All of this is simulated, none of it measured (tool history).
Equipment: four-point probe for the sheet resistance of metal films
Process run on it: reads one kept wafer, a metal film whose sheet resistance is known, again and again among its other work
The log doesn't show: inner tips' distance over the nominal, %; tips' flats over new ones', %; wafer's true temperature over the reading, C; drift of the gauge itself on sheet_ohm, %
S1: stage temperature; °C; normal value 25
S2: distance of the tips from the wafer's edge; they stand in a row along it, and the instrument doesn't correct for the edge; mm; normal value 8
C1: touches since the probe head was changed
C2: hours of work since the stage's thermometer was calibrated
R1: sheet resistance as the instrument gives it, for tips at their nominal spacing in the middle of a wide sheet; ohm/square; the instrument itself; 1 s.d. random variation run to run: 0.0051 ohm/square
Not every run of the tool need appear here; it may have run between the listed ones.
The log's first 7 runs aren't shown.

{"run": 8, "hour": 88.2, "S1": 25, "S2": 8, "C1": 13221, "C2": 1226, "R1": 25.63918}
{"run": 9, "hour": 104.3, "S1": 25, "S2": 7, "C1": 13994, "C2": 1239, "R1": 25.647813}
{"run": 10, "hour": 112.4, "S1": 25, "S2": 7, "C1": 14382, "C2": 1245, "R1": 25.649802}
{"run": 11, "hour": 127.4, "S1": 25, "S2": 3, "C1": 15102, "C2": 1257, "R1": 25.955283}
{"run": 12, "hour": 141.3, "S1": 25, "S2": 3, "C1": 15770, "C2": 1268, "R1": 25.955323}
{"run": 13, "hour": 157.2, "S1": 25, "S2": 8, "C1": 16534, "C2": 1281, "R1": 25.63083}
{"run": 14, "hour": 167.0, "S1": 25, "S2": 8, "C1": 17002, "C2": 1288, "R1": 25.635101}
{"run": 15, "hour": 178.8, "S1": 27, "S2": 8, "C1": 17572, "C2": 1298, "R1": 25.702689}
{"run": 16, "hour": 189.2, "S1": 27, "S2": 8, "C1": 18069, "C2": 1306, "R1": 25.701941}
{"run": 17, "hour": 197.6, "S1": 27, "S2": 8, "C1": 18473, "C2": 1313, "R1": 25.701465}
{"run": 18, "hour": 205.8, "S1": 27, "S2": 8, "C1": 18867, "C2": 1319, "R1": 25.698201}
{"run": 19, "hour": 216.0, "S1": 27, "S2": 8, "C1": 19355, "C2": 1327, "R1": 25.700358}
{"run": 20, "hour": 224.0, "S1": 27, "S2": 8, "C1": 19739, "C2": 1333, "R1": 25.698668}
{"run": 21, "hour": 231.0, "S1": 25, "S2": 8, "C1": 20076, "C2": 1339, "R1": 25.63335}
{"run": 22, "hour": 239.9, "S1": 25, "S2": 8, "C1": 20502, "C2": 1346, "R1": 25.629255}
{"run": 23, "hour": 251.1, "S1": 25, "S2": 8, "C1": 21043, "C2": 1355, "R1": 25.629423}

Run 24 comes next. What will it give?
{"run": 24, "hour": 266.5, "S1": 23, "S2": 43, "C1": 21781, "C2": 1367, "R1": "?"}

Run 24 produced R1 25.518493 ohm/square.
Had the tool carried no hidden state, the very same run would have given R1 25.517266 ohm/square.
